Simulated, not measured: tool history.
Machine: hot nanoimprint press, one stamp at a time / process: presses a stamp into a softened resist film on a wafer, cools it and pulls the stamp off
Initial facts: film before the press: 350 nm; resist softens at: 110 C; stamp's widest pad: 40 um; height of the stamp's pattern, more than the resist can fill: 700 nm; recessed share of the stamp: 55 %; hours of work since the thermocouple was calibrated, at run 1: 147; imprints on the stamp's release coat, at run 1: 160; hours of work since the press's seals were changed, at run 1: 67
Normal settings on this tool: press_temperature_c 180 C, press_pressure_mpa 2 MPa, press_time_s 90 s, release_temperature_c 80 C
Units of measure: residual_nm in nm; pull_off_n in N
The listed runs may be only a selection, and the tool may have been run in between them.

run   hour  press_temperature_c  press_pressure_mpa  press_time_s  release_temperature_c  hours of work since the thermocouple was calibrated  imprints on the stamp's release coat  hours of work since the press's seals were changed  residual_nm  pull_off_n
  1      0                  180                   2            90                     80                                                  147                                   160                                                  67        138.3         158
  2   14.7                  180                   2            90                     80                                                  154                                   200                                                  73        140.9         153
  3   28.2                  180                1.98            90                     80                                                  160                                   238                                                  79        138.3         154
  4   34.6                  180                1.98            90                     80                                                  163                                   256                                                  82        138.5         157
  5   42.6                  180                   2            90                     80                                                  167                                   279                                                  86        139.9         158
  6   57.2                  180                   2            90                     80                                                  173                                   319                                                  92        138.3         156
  7     67                  180                   2            90                     80                                                  178                                   347                                                  97        138.1         151
  8   73.1                  180                   2            90                     80                                                  180                                   364                                                 100        139.5         152
  9   81.1                  180                   2            90                     80                                                  184                                   386                                                 103        137.8         154
 10     89                  180                   2            90                     80                                                  188                                   408                                                 107        137.9         154
 11    100                  180                   2            90                     80                                                  193                                   439                                                 112          139         153
 12  111.9                  180                   2            90                     75                                                  198                                   472                                                 117        140.4         165
 13  121.6                  177                   2            90                     75                                                  202                                   499                                                 121        160.8         169
 14  128.4                  180                   2           106                     70                                                  205                                   518                                                 124        129.4         166
 15  135.6                  180                   2            93                     80                                                  209                                   538                                                 128        136.3         155

Run 16 is up next; what results do you expect?
 16  144.6                  180                   2            90                     66                                                  213                                   563                                                 132            ?           ?

residual_nm: 137.5 nm
pull_off_n: 174 N
Without the tool's hidden state the same run would have given residual_nm 137.3 nm, pull_off_n 174 N.
